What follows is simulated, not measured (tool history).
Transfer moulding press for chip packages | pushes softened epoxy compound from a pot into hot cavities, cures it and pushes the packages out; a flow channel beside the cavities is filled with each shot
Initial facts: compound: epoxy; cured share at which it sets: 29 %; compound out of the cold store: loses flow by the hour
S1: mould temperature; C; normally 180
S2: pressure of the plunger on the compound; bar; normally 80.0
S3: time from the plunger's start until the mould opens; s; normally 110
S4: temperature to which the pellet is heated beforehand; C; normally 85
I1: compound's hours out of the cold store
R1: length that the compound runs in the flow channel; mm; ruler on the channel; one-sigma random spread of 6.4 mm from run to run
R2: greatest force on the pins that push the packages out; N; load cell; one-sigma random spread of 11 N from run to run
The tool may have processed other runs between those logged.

| run | day | S1 | S2 | S3 | S4 | I1 | R1 | R2 |
|---|---|---|---|---|---|---|---|---|
| 1 | 0.000 | 180 | 80.0 | 110 | 85 | 18.5 | 869 | 493 |
|  | 1.188 | cavities cleaned with cleaning compound and waxed |
| 2 | 1.721 | 180 | 80.0 | 115 | 85 | 40.0 | 805 | 472 |
| 3 | 3.838 | 180 | 80.0 | 115 | 85 | 8.8 | 918 | 472 |
|  | 5.267 | cavities cleaned with cleaning compound and waxed |
| 4 | 5.558 | 180 | 80.0 | 115 | 85 | 33.3 | 822 | 472 |
| 5 | 6.992 | 180 | 80.0 | 115 | 85 | 16.7 | 899 | 465 |
| 6 | 8.696 | 180 | 80.0 | 115 | 85 | 30.8 | 838 | 473 |
|  | 9.392 | cavities cleaned with cleaning compound and waxed |
| 7 | 10.450 | 180 | 80.0 | 115 | 85 | 41.2 | 797 | 454 |
| 8 | 12.075 | 180 | 80.0 | 110 | 81 | 22.5 | 869 | 499 |
|  | 13.479 | cavities cleaned with cleaning compound and waxed |
| 9 | 13.742 | 180 | 80.0 | 110 | 81 | 15.5 | 892 | 473 |
| 10 | 15.796 | 180 | 80.0 | 110 | 83 | 38.8 | 796 | 455 |
| 11 | 17.238 | 180 | 80.0 | 110 | 83 | 25.6 | 864 | 498 |
|  | 17.571 | cavities cleaned with cleaning compound and waxed |
|  | 18.642 | plunger's sealing rings changed |
| 12 | 18.654 | 180 | 80.0 | 110 | 83 | 10.0 | 914 | 509 |
| 13 | 20.525 | 180 | 72.8 | 110 | 85 | 34.9 | 774 | 490 |
|  | 21.742 | cavities cleaned with cleaning compound and waxed |
| 14 | 21.858 | 180 | 72.8 | 110 | 85 | 14.8 | 854 | 486 |
| 15 | 23.712 | 180 | 72.8 | 110 | 85 | 25.6 | 815 | 474 |
|  | 25.867 | cavities cleaned with cleaning compound and waxed |
| 16 | 25.867 | 180 | 72.8 | 110 | 85 | 44.6 | 752 | 482 |
| 17 | 28.058 | 180 | 72.8 | 110 | 85 | 32.6 | 789 | 488 |
|  | 29.925 | cavities cleaned with cleaning compound and waxed |
| 18 | 29.925 | 180 | 72.8 | 110 | 85 | 47.8 | 741 | 476 |
| 19 | 32.233 | 174 | 92.8 | 102 | 85 | 17.7 | 958 | 828 |
|  | 33.996 | cavities cleaned with cleaning compound and waxed |
| 20 | 34.392 | 174 | 92.8 | 102 | 85 | 12.7 | 1009 | 857 |
| 21 | 36.300 | 182 | 60.8 | 110 | 85 | 29.3 | 726 | 450 |
| 22 | 37.433 | 182 | 60.8 | 110 | 85 | 38.3 | 696 | 467 |
|  | 38.192 | cavities cleaned with cleaning compound and waxed |
|  | 39.292 | plunger's sealing rings changed |
| 23 | 39.733 | 182 | 60.8 | 110 | 85 | 42.6 | 686 | 447 |
|  | 40.917 | mould's thermocouples calibrated |
| 24 | 41.162 | 178 | 60.8 | 110 | 85 | 22.7 | 760 | 542 |
| 25 | 42.271 | 178 | 60.8 | 110 | 85 | 36.3 | 713 | 526 |
|  | 42.533 | cavities cleaned with cleaning compound and waxed |
| 26 | 43.346 | 178 | 60.8 | 121 | 91 | 10.9 | 801 | 476 |
| 27 | 44.696 | 185 | 61.7 | 121 | 91 | 9.1 | 793 | 429 |

Forecast each of these 5 alternatives for the next run:
| A | 46.029 | 177 | 98.4 | 121 | 90 | 19.7 | ? | ? |
| B | 46.029 | 186 | 61.7 | 146 | 78 | 42.2 | ? | ? |
| C | 46.029 | 185 | 61.7 | 102 | 83 | 23.0 | ? | ? |
| D | 46.029 | 185 | 61.7 | 121 | 93 | 23.9 | ? | ? |
| E | 46.029 | 185 | 90.0 | 116 | 88 | 21.0 | ? | ? |

| run | R1 | R2 |
|---|---|---|
| A | 984 | 510 |
| B | 688 | 424 |
| C | 746 | 453 |
| D | 740 | 419 |
| E | 904 | 424 |
Take away the tool's hidden state, keep each run's random variation, and the runs would have read:
| run | R1 | R2 |
|---|---|---|
| A | 985 | 505 |
| B | 688 | 420 |
| C | 746 | 448 |
| D | 741 | 414 |
| E | 904 | 419 |
